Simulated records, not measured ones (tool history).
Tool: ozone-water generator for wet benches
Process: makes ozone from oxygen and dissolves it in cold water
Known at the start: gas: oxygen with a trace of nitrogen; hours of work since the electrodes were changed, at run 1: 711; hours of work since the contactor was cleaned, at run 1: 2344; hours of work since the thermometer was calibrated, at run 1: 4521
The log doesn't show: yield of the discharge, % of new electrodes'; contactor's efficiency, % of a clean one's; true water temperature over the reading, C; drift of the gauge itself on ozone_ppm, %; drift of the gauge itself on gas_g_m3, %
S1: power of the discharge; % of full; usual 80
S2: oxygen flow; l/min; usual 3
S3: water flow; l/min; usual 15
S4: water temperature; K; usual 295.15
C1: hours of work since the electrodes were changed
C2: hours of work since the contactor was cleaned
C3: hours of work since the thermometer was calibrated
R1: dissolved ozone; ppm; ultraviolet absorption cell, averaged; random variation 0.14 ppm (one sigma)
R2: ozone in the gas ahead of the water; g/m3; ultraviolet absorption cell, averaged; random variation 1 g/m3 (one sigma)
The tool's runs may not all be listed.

run    hour  S1    S2  S3      S4    C1    C2    C3    R1     R2
  1       0  80     3  15  295.15   711  2344  4521  14.9    173
  2   111.2  80  4.14  15  295.15   815  2448  4625  15.9  152.7
      132.6  -- water thermometer calibrated
  3   253.8  80  4.14  15  295.15   947  2580   113  15.8  151.5
  4   343.7  80  4.14  15  295.15  1030  2663   196  15.7  151.2
  5   487.7  80  4.14  15  295.15  1164  2797   330  15.5  148.8
  6   623.1  80     3  15  295.15  1290  2923   456  14.6  167.6
  7   744.8  80     3  15  295.15  1403  3036   569  14.5    168
  8   880.4  80     3  15  295.15  1529  3162   695  14.5  165.5
  9     975  80     3  15  295.15  1617  3250   783  14.2  165.3
 10  1070.5  80     3  15  295.15  1706  3339   872  14.3  166.3
 11  1146.8  80     3  15  295.15  1777  3410   943  14.3  164.8
 12  1284.9  56     3  15  295.15  1905  3538  1071  11.1  129.4
 13    1402  56     3  15  295.15  2014  3647  1180    11  129.7
 14  1509.2  56     3  15  295.15  2114  3746  1279  11.2  129.4
 15  1573.5  56     3  15  295.15  2173  3806  1339  11.2  129.1
 16  1635.9  80     3  15  295.15  2231  3864  1397  14.1  163.5
 17  1777.5  80     3  15  295.15  2363  3996  1529  13.9    160
 18  1850.7  80  5.25  15  295.15  2431  4064  1597  14.9  129.2
 19  1959.8  44   1.5  21  301.15  2533  4165  1698     5  143.3
 20  2057.8  44  2.07  21  298.15  2624  4256  1789   5.7  125.1
 21  2147.1  95  2.07  20  298.15  2707  4339  1872    10  204.1
 22  2226.9  45  4.03  17  300.15  2781  4413  1947   8.1   97.4
 23  2293.3  67  3.61  17  288.15  2842  4475  2008  12.3  130.8
 24  2393.8  56     3  11  288.15  2936  4569  2102  15.6    125
 25  2473.2  54  1.73  11  295.15  3010  4642  2175  12.4  151.2
 26  2595.1  80  1.56  15  290.15  3123  4756  2289  11.4  200.6
 27  2691.7  80  4.98   9  295.15  3213  4846  2379  20.3  127.9
 28  2800.6  80  4.98   9  295.15  3314  4947  2480  20.3  127.5
 29  2946.4  80  4.98   9  295.15  3449  5082  2615  20.3  125.4
 30  3046.9  92  3.39  15  301.15  3543  5176  2709  13.2  160.2
 31  3140.7  92  3.39  15  301.15  3630  5263  2796  13.5  158.5
 32  3234.3  67     3  15  295.15  3717  5350  2883  11.5  137.8

Forecast each of these 3 alternatives for the next run:
  A  3361.5  80  2.39  15  295.15  3835  5468  3001   ?   ?
  B  3361.5  60  2.12  15  289.15  3835  5468  3001   ?   ?
  C  3361.5  67  1.92  15  295.15  3835  5468  3001   ?   ?

run    R1     R2
  A  12.1  167.6
  B  10.4  145.8
  C  10.1  162.3
Without the tool's hidden state the same runs would have given:
run    R1     R2
  A  15.3  194.9
  B  12.8  165.2
  C  12.6  185.7
